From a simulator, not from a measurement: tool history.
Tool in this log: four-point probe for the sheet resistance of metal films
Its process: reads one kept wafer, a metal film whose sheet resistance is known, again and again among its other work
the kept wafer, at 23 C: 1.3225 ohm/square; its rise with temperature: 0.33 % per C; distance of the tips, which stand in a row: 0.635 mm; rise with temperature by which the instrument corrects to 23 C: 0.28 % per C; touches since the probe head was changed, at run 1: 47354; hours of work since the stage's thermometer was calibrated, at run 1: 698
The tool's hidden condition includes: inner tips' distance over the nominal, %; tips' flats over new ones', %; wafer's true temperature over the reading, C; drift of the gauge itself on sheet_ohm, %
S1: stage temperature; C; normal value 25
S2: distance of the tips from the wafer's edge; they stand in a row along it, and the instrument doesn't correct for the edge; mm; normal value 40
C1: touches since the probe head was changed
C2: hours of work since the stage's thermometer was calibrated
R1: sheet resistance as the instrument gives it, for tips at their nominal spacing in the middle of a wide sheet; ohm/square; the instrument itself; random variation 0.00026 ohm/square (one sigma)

run      day  S1  S2      C1    C2        R1
  1        0  25  40   47354   698  1.323301
  2     3.65  25  40   51038   752  1.323388
  3    5.592  25  40   52998   781  1.324044
  4    8.071  25  40   55497   818  1.324059
  5   10.783  25  40   58236   859  1.324147
  6   12.892  25  40   60363   890  1.324054
  7   16.712  25  40   64219   947   1.32505
  8   19.908  25  23   67443   994  1.325188
  9   23.679  25  23   71251  1050  1.326153
 10   26.792  25  23   74389  1097  1.326298
 11   29.362  25  23   76987  1135  1.326399
 12   31.575  25  23   79219  1168  1.326712
 13   33.596  25  23   81256  1198  1.326943
 14   37.054  25  23   84747  1249  1.327486
 15   39.825  25  40   87544  1291   1.32704
 16   42.496  25  40   90240  1330  1.327138
 17   46.358  25   5   94138  1388   1.33969
 18   50.217  25   5   98030  1445  1.339398
 19   52.933  25  17  100773  1486  1.329113
 20   54.967  27  40  102822  1516  1.330604
 21   57.246  27  40  105126  1550  1.329705
 22   60.012  25  40  107917  1591  1.329122
 23    63.65  25  56  111586  1645  1.329189
 24     65.8  25   3  113759  1677  1.360839
 25   69.433  32   4  117425  1731  1.352097
 26    73.35  19  12  121377  1789  1.328462
      73.562  -- stage's thermometer calibrated
 27   76.696  28  55  124734    47  1.332906
 28   78.562  28  55  126614    74  1.333049
 29   82.312  20  34  130400   130  1.328338
 30   84.988  23  40  133099   170  1.330424
      88.179  -- stage's thermometer calibrated, once more
 31   88.771  23  40  136895     9  1.328913
 32   91.358  30   4  139507    47  1.350635
 33   94.233  30   4  142407    90  1.350933
 34   97.662  30   4  145871   141  1.351378
 35  100.546  30   4  148781   184  1.352291
 36  104.162  30   4  152428   238  1.352192
     106.158  -- new probe head fitted
 37  107.475  27  16    1332   286   1.32913
 38  109.729  23  11    3607   320  1.328095
 39  112.479  32  11    6379   361  1.333668
 40  114.171  32  11    8088   386  1.333823
 41  117.754  27   8   11703   439  1.333597
 42  120.958  35  10   14935   487  1.336791
 43  124.488  25  33   18500   540  1.328619
 44  127.325  19   6   21363   582  1.333097
 45  128.971  19  25   23023   606  1.325422

Across each entry between runs, compare the hidden state at the last listed run before it with the hidden state at the first listed run after it:
From run 26 to run 27: stage's thermometer calibrated (day 73.562)
  inner tips' distance over the nominal, %: 0.336 -> 0.356; tips' flats over new ones', %: 104 -> 107; wafer's true temperature over the reading, C: 0.37 -> 0.49
  measured result minus the result with no hidden state, R1: +0.006449 -> +0.007195 ohm/square
From run 30 to run 31: stage's thermometer calibrated, once more (day 88.179)
  inner tips' distance over the nominal, %: 0.404 -> 0.427; tips' flats over new ones', %: 114 -> 117; wafer's true temperature over the reading, C: 0.52 -> -0.03
  measured result minus the result with no hidden state, R1: +0.008022 -> +0.005978 ohm/square
From run 36 to run 37: new probe head fitted (day 106.158)
  inner tips' distance over the nominal, %: 0.519 -> 0.197; tips' flats over new ones', %: 129 -> 1; wafer's true temperature over the reading, C: 0.02 -> 0.03
  measured result minus the result with no hidden state, R1: +0.007647 -> +0.002978 ohm/square
